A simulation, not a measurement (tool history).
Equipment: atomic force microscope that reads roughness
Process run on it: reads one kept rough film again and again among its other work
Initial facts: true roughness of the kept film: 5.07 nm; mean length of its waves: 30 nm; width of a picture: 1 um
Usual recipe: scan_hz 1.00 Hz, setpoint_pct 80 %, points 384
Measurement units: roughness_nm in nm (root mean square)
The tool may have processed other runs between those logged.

run 1 hour=0.0 | scan_hz=1.00 setpoint_pct=80 points=384 | roughness_nm=4.045
-- hour=18.2 new tip fitted
run 2 hour=55.4 | scan_hz=1.00 setpoint_pct=67 points=384 | roughness_nm=3.856
-- hour=60.1 new tip fitted
run 3 hour=92.0 | scan_hz=1.00 setpoint_pct=67 points=384 | roughness_nm=3.944
-- hour=102.0 new tip fitted
-- hour=142.3 new tip fitted
run 4 hour=146.9 | scan_hz=1.00 setpoint_pct=67 points=384 | roughness_nm=4.318
-- hour=181.5 new tip fitted
run 5 hour=187.5 | scan_hz=1.00 setpoint_pct=67 points=384 | roughness_nm=4.307
-- hour=221.9 new tip fitted
run 6 hour=247.2 | scan_hz=1.00 setpoint_pct=80 points=384 | roughness_nm=4.004
-- hour=261.6 new tip fitted
run 7 hour=296.4 | scan_hz=1.00 setpoint_pct=81 points=384 | roughness_nm=3.772
-- hour=302.6 new tip fitted
-- hour=345.1 new tip fitted
run 8 hour=351.7 | scan_hz=1.00 setpoint_pct=81 points=384 | roughness_nm=4.199
-- hour=385.7 new tip fitted
run 9 hour=411.0 | scan_hz=1.38 setpoint_pct=80 points=384 | roughness_nm=3.949
-- hour=427.5 new tip fitted
-- hour=468.8 new tip fitted
run 10 hour=473.8 | scan_hz=1.38 setpoint_pct=80 points=384 | roughness_nm=4.247
-- hour=508.5 new tip fitted
run 11 hour=508.9 | scan_hz=1.00 setpoint_pct=80 points=536 | roughness_nm=4.359
-- hour=550.3 new tip fitted
run 12 hour=558.1 | scan_hz=0.59 setpoint_pct=80 points=384 | roughness_nm=4.333
-- hour=591.0 new tip fitted
run 13 hour=604.6 | scan_hz=1.00 setpoint_pct=80 points=384 | roughness_nm=4.152
-- hour=633.7 new tip fitted
run 14 hour=665.8 | scan_hz=1.00 setpoint_pct=80 points=384 | roughness_nm=3.857
-- hour=674.4 new tip fitted
run 15 hour=705.2 | scan_hz=1.00 setpoint_pct=80 points=384 | roughness_nm=3.929
-- hour=713.6 new tip fitted
run 16 hour=746.8 | scan_hz=3.17 setpoint_pct=58 points=384 | roughness_nm=3.862
-- hour=756.9 new tip fitted
-- hour=796.9 new tip fitted
run 17 hour=807.4 | scan_hz=0.91 setpoint_pct=61 points=820 | roughness_nm=4.381
-- hour=836.3 new tip fitted
run 18 hour=836.3 | scan_hz=3.65 setpoint_pct=70 points=538 | roughness_nm=4.234
-- hour=875.7 new tip fitted
run 19 hour=887.9 | scan_hz=3.65 setpoint_pct=58 points=538 | roughness_nm=4.178
-- hour=916.8 new tip fitted
run 20 hour=937.3 | scan_hz=1.06 setpoint_pct=84 points=538 | roughness_nm=4.087
-- hour=957.4 new tip fitted
run 21 hour=973.7 | scan_hz=3.68 setpoint_pct=87 points=331 | roughness_nm=3.584
-- hour=1000.2 new tip fitted
run 22 hour=1034.6 | scan_hz=1.88 setpoint_pct=80 points=976 | roughness_nm=3.778
-- hour=1040.6 new tip fitted
-- hour=1081.6 new tip fitted
run 23 hour=1094.5 | scan_hz=0.51 setpoint_pct=57 points=484 | roughness_nm=4.301
-- hour=1123.6 new tip fitted
run 24 hour=1141.6 | scan_hz=1.00 setpoint_pct=86 points=721 | roughness_nm=4.052
-- hour=1164.2 new tip fitted
run 25 hour=1198.2 | scan_hz=1.00 setpoint_pct=86 points=721 | roughness_nm=3.827
-- hour=1204.5 new tip fitted
run 26 hour=1227.2 | scan_hz=1.13 setpoint_pct=56 points=497 | roughness_nm=4.128
-- hour=1246.5 new tip fitted
run 27 hour=1252.7 | scan_hz=1.13 setpoint_pct=56 points=497 | roughness_nm=4.353
-- hour=1287.2 new tip fitted
run 28 hour=1291.4 | scan_hz=3.62 setpoint_pct=58 points=424 | roughness_nm=4.332
run 29 hour=1320.1 | scan_hz=3.62 setpoint_pct=58 points=424 | roughness_nm=3.901

Consider 3 possible next runs. They are alternatives, not a sequence: every one starts from the tool as it was left by run 29. What does each give?
-- hour=1328.9 new tip fitted
-- hour=1368.2 new tip fitted
run A hour=1368.2 | scan_hz=3.62 setpoint_pct=87 points=424 | roughness_nm=?
-- hour=1328.9 new tip fitted
-- hour=1368.2 new tip fitted
run B hour=1368.2 | scan_hz=3.62 setpoint_pct=60 points=424 | roughness_nm=?
-- hour=1328.9 new tip fitted
-- hour=1368.2 new tip fitted
run C hour=1368.2 | scan_hz=1.00 setpoint_pct=80 points=526 | roughness_nm=?

run=A roughness_nm=3.796
run=B roughness_nm=4.343
run=C roughness_nm=4.330
Take away the tool's hidden state, keep each run's random variation, and the runs would have read:
run=A roughness_nm=3.808
run=B roughness_nm=4.356
run=C roughness_nm=4.343
